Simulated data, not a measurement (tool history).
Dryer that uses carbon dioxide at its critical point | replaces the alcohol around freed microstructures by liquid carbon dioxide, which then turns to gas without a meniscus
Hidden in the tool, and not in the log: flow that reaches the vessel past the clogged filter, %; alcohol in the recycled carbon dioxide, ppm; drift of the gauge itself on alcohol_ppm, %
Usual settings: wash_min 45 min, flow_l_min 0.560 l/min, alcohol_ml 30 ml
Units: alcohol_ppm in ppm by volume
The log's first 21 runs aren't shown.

run   hour  wash_min  flow_l_min  alcohol_ml  hours of work since the filter was changed  hours of work since the purifier's bed was changed  alcohol_ppm
 22  330.5        45       0.477          81                                         105                                                 258          229
 23  346.0        35       0.506          58                                         112                                                 264          339
 24  360.1        50       0.499          44                                         118                                                 271          100
 25  378.9        50       0.345          85                                         127                                                 279          478
 26  397.5        50       0.689          85                                         135                                                 287           75
 27  410.6        45       0.560          31                                         141                                                 293           90
 28  426.0        45       0.378          31                                         147                                                 300          231
 29  437.1        45       0.378          31                                         152                                                 305          228
 30  451.3        37       0.531          61                                         158                                                 311          278
 31  467.9        37       0.531          61                                         166                                                 318          270
 32  483.9        37       0.637          49                                         173                                                 325          149

3 ways to go on from here, each from the tool as it stands after run 32. What would each give?
  A  497.3        45       0.560          53                                         179                                                 331            ?
  B  497.3        63       0.703          52                                         179                                                 331            ?
  C  497.3        45       0.560          40                                         179                                                 331            ?

run  alcohol_ppm
  A          117
  B           74
  C          113
Without the tool's hidden state the same runs would have given:
run  alcohol_ppm
  A           39
  B            9
  C           40

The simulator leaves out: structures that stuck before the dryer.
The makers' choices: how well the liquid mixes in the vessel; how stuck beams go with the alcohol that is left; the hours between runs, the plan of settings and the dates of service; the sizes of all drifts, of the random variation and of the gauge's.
